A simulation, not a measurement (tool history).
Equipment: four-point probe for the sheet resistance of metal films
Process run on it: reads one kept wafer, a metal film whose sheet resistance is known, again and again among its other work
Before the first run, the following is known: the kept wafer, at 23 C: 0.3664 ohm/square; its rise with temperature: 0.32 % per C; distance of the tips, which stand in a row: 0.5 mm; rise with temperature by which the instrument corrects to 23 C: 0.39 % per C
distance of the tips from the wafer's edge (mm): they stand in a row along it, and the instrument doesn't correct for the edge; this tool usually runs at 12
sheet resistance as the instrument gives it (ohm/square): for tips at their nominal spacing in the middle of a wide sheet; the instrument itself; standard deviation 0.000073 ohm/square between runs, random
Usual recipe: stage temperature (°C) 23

run,hour,stage temperature (°C),distance of the tips from the wafer's edge (mm),sheet resistance as the instrument gives it (ohm/square)
1,0,23,12,0.366945
2,44,23,12,0.36666
3,92.1,23,12,0.366722
4,132.1,23,23,0.366551
5,214.6,23,12,0.366742
6,288.2,23,12,0.366804
7,356.2,32,12,0.36461
8,412.5,32,12,0.364558
9,495.1,32,12,0.364538
10,556.6,23,50,0.366335
11,636.8,28,22,0.365105
12,687.9,28,22,0.365144
13,764.1,28,22,0.365218
14,840.3,34,4,0.366741
15,913.9,19,4,0.370465
16,997.6,19,6,0.36879
17,1045.5,19,42,0.367393
18,1102,19,42,0.367374

Below are 5 alternative next runs, each starting from the tool's condition after run 18. Predict each:
A,1164.2,33,42,?
B,1164.2,28,34,?
C,1164.2,23,3,?
D,1164.2,23,44,?
E,1164.2,33,10,?

run,sheet resistance as the instrument gives it (ohm/square)
A,0.363866
B,0.365175
C,0.371805
D,0.366341
E,0.364462
Without the tool's unlogged condition, the same runs would have read:
run,sheet resistance as the instrument gives it (ohm/square)
A,0.363912
B,0.365221
C,0.371852
D,0.366388
E,0.364508
